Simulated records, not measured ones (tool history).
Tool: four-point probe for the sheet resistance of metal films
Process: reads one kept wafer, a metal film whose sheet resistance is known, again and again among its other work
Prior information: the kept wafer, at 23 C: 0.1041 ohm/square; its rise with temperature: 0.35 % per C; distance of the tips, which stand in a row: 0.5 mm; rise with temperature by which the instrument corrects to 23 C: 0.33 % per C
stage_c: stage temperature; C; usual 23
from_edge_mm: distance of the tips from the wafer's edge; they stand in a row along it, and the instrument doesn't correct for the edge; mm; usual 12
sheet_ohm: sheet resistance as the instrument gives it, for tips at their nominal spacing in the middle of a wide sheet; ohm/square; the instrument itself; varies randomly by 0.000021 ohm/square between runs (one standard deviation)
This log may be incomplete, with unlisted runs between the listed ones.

run 1 hour=0 | stage_c=23 from_edge_mm=12 | sheet_ohm=0.104229
run 2 hour=81.7 | stage_c=23 from_edge_mm=12 | sheet_ohm=0.104217
run 3 hour=191.6 | stage_c=23 from_edge_mm=12 | sheet_ohm=0.104225
run 4 hour=281.5 | stage_c=23 from_edge_mm=12 | sheet_ohm=0.104176
run 5 hour=370.6 | stage_c=23 from_edge_mm=12 | sheet_ohm=0.104236
run 6 hour=436.5 | stage_c=23 from_edge_mm=12 | sheet_ohm=0.104197
run 7 hour=544.2 | stage_c=23 from_edge_mm=12 | sheet_ohm=0.104232
run 8 hour=666.1 | stage_c=23 from_edge_mm=12 | sheet_ohm=0.104213
run 9 hour=751.7 | stage_c=23 from_edge_mm=12 | sheet_ohm=0.1042
run 10 hour=847.8 | stage_c=23 from_edge_mm=12 | sheet_ohm=0.10418
run 11 hour=959 | stage_c=23 from_edge_mm=12 | sheet_ohm=0.104194
run 12 hour=1079.9 | stage_c=28 from_edge_mm=12 | sheet_ohm=0.104267
run 13 hour=1139.9 | stage_c=28 from_edge_mm=12 | sheet_ohm=0.104257
run 14 hour=1232.1 | stage_c=28 from_edge_mm=12 | sheet_ohm=0.104294
run 15 hour=1287.6 | stage_c=23 from_edge_mm=12 | sheet_ohm=0.104169
run 16 hour=1412.6 | stage_c=28 from_edge_mm=12 | sheet_ohm=0.10427
run 17 hour=1472.1 | stage_c=28 from_edge_mm=12 | sheet_ohm=0.104258
run 18 hour=1586.2 | stage_c=23 from_edge_mm=12 | sheet_ohm=0.104213
run 19 hour=1712 | stage_c=23 from_edge_mm=12 | sheet_ohm=0.104178
run 20 hour=1813.8 | stage_c=30 from_edge_mm=12 | sheet_ohm=0.104319
run 21 hour=1873.8 | stage_c=23 from_edge_mm=30 | sheet_ohm=0.104116
run 22 hour=1974.5 | stage_c=23 from_edge_mm=30 | sheet_ohm=0.104125
run 23 hour=2057.5 | stage_c=23 from_edge_mm=12 | sheet_ohm=0.104195
run 24 hour=2134.6 | stage_c=27 from_edge_mm=12 | sheet_ohm=0.104248
run 25 hour=2242.8 | stage_c=27 from_edge_mm=65 | sheet_ohm=0.104142
run 26 hour=2336.5 | stage_c=27 from_edge_mm=65 | sheet_ohm=0.10421
run 27 hour=2412.1 | stage_c=31 from_edge_mm=3 | sheet_ohm=0.105816
run 28 hour=2507.5 | stage_c=23 from_edge_mm=43 | sheet_ohm=0.104116
run 29 hour=2574.9 | stage_c=25 from_edge_mm=20 | sheet_ohm=0.10416
run 30 hour=2669.5 | stage_c=24 from_edge_mm=29 | sheet_ohm=0.104144
run 31 hour=2767.8 | stage_c=31 from_edge_mm=35 | sheet_ohm=0.104219
run 32 hour=2824.6 | stage_c=31 from_edge_mm=25 | sheet_ohm=0.104266
run 33 hour=2931.3 | stage_c=24 from_edge_mm=45 | sheet_ohm=0.104138
run 34 hour=2986.3 | stage_c=24 from_edge_mm=45 | sheet_ohm=0.104112
run 35 hour=3051.2 | stage_c=24 from_edge_mm=45 | sheet_ohm=0.104156
run 36 hour=3106.1 | stage_c=24 from_edge_mm=45 | sheet_ohm=0.104128
run 37 hour=3164.9 | stage_c=24 from_edge_mm=45 | sheet_ohm=0.104163
run 38 hour=3251.2 | stage_c=24 from_edge_mm=45 | sheet_ohm=0.104134
-- hour=3312.1 stage's thermometer calibrated
run 39 hour=3315.7 | stage_c=23 from_edge_mm=18 | sheet_ohm=0.10416
run 40 hour=3431.5 | stage_c=23 from_edge_mm=18 | sheet_ohm=0.104145
run 41 hour=3556.5 | stage_c=23 from_edge_mm=18 | sheet_ohm=0.104166
run 42 hour=3617.4 | stage_c=28 from_edge_mm=24 | sheet_ohm=0.104221
run 43 hour=3735 | stage_c=28 from_edge_mm=4 | sheet_ohm=0.105076
run 44 hour=3834.7 | stage_c=34 from_edge_mm=5 | sheet_ohm=0.104858
run 45 hour=3912.7 | stage_c=34 from_edge_mm=5 | sheet_ohm=0.104877
run 46 hour=3971.9 | stage_c=22 from_edge_mm=49 | sheet_ohm=0.104108

Forecast each of these 3 alternatives for the next run:
run A hour=4080.8 | stage_c=31 from_edge_mm=49 | sheet_ohm=?
run B hour=4080.8 | stage_c=32 from_edge_mm=6 | sheet_ohm=?
run C hour=4080.8 | stage_c=28 from_edge_mm=49 | sheet_ohm=?

run=A sheet_ohm=0.104239
run=B sheet_ohm=0.104693
run=C sheet_ohm=0.10422
With no hidden state in the tool, these same runs would have given:
run=A sheet_ohm=0.104234
run=B sheet_ohm=0.104688
run=C sheet_ohm=0.104214
